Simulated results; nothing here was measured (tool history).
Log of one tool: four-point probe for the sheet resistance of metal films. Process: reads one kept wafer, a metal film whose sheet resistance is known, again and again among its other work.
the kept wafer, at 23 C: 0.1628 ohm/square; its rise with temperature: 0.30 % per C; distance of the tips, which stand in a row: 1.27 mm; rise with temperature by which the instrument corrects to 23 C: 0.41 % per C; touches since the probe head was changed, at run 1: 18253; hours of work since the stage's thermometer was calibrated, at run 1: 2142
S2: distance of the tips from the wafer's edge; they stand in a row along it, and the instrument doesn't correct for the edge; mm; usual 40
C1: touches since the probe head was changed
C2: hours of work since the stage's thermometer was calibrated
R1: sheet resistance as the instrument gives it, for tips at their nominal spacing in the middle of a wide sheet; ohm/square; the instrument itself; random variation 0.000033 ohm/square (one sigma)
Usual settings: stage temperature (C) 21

run 1 hour=0.0 | stage_temperature_(C)=21 S2=40 | C1=18253 C2=2142 | R1=0.161935
run 2 hour=24.8 | stage_temperature_(C)=21 S2=8 | C1=18678 C2=2160 | R1=0.163999
run 3 hour=49.7 | stage_temperature_(C)=21 S2=8 | C1=19103 C2=2177 | R1=0.163988
run 4 hour=95.3 | stage_temperature_(C)=21 S2=8 | C1=19882 C2=2208 | R1=0.163968
run 5 hour=127.5 | stage_temperature_(C)=21 S2=4 | C1=20434 C2=2231 | R1=0.170139
run 6 hour=172.7 | stage_temperature_(C)=21 S2=4 | C1=21206 C2=2262 | R1=0.170119
run 7 hour=200.4 | stage_temperature_(C)=21 S2=4 | C1=21679 C2=2281 | R1=0.170082
run 8 hour=249.3 | stage_temperature_(C)=21 S2=40 | C1=22515 C2=2315 | R1=0.161867
run 9 hour=276.6 | stage_temperature_(C)=21 S2=40 | C1=22981 C2=2334 | R1=0.161867
run 10 hour=311.4 | stage_temperature_(C)=21 S2=40 | C1=23576 C2=2358 | R1=0.161884
run 11 hour=354.3 | stage_temperature_(C)=21 S2=40 | C1=24309 C2=2387 | R1=0.161897
run 12 hour=391.3 | stage_temperature_(C)=33 S2=40 | C1=24943 C2=2413 | R1=0.159700
run 13 hour=425.0 | stage_temperature_(C)=33 S2=40 | C1=25518 C2=2436 | R1=0.159695
run 14 hour=451.2 | stage_temperature_(C)=33 S2=40 | C1=25965 C2=2455 | R1=0.159605
run 15 hour=488.2 | stage_temperature_(C)=24 S2=64 | C1=26598 C2=2480 | R1=0.161167
run 16 hour=514.9 | stage_temperature_(C)=24 S2=5 | C1=27055 C2=2499 | R1=0.166498
run 17 hour=549.4 | stage_temperature_(C)=22 S2=16 | C1=27645 C2=2523 | R1=0.162027
run 18 hour=590.5 | stage_temperature_(C)=22 S2=16 | C1=28346 C2=2551 | R1=0.162008
run 19 hour=634.7 | stage_temperature_(C)=22 S2=16 | C1=29102 C2=2581 | R1=0.162043
run 20 hour=667.9 | stage_temperature_(C)=22 S2=16 | C1=29671 C2=2604 | R1=0.161992
run 21 hour=707.0 | stage_temperature_(C)=22 S2=16 | C1=30339 C2=2632 | R1=0.161947
run 22 hour=758.3 | stage_temperature_(C)=19 S2=61 | C1=31215 C2=2667 | R1=0.162049
run 23 hour=798.0 | stage_temperature_(C)=19 S2=61 | C1=31894 C2=2694 | R1=0.162025
run 24 hour=843.5 | stage_temperature_(C)=19 S2=59 | C1=32672 C2=2726 | R1=0.161992
run 25 hour=869.7 | stage_temperature_(C)=19 S2=59 | C1=33119 C2=2744 | R1=0.161963
run 26 hour=923.5 | stage_temperature_(C)=19 S2=59 | C1=34038 C2=2781 | R1=0.162026
run 27 hour=960.0 | stage_temperature_(C)=19 S2=59 | C1=34663 C2=2807 | R1=0.161954

Measured less the same run without the tool's hidden state. The same run-to-run variation is in both; the gauge's scatter may not be:
The hidden state here: inner tips' distance over the nominal, %; tips' flats over new ones', %; wafer's true temperature over the reading, C; drift of the gauge itself on sheet_ohm, %.
run=1 R1=-0.001333
run=2 R1=-0.001357
run=3 R1=-0.001364
run=4 R1=-0.001377
run=5 R1=-0.001437
run=6 R1=-0.001450
run=7 R1=-0.001459
run=8 R1=-0.001407
run=9 R1=-0.001414
run=10 R1=-0.001425
run=11 R1=-0.001438
run=12 R1=-0.001418
run=13 R1=-0.001428
run=14 R1=-0.001434
run=15 R1=-0.001467
run=16 R1=-0.001521
run=17 R1=-0.001495
run=18 R1=-0.001506
run=19 R1=-0.001519
run=20 R1=-0.001530
run=21 R1=-0.001540
run=22 R1=-0.001561
run=23 R1=-0.001572
run=24 R1=-0.001585
run=25 R1=-0.001593
run=26 R1=-0.001609
run=27 R1=-0.001618
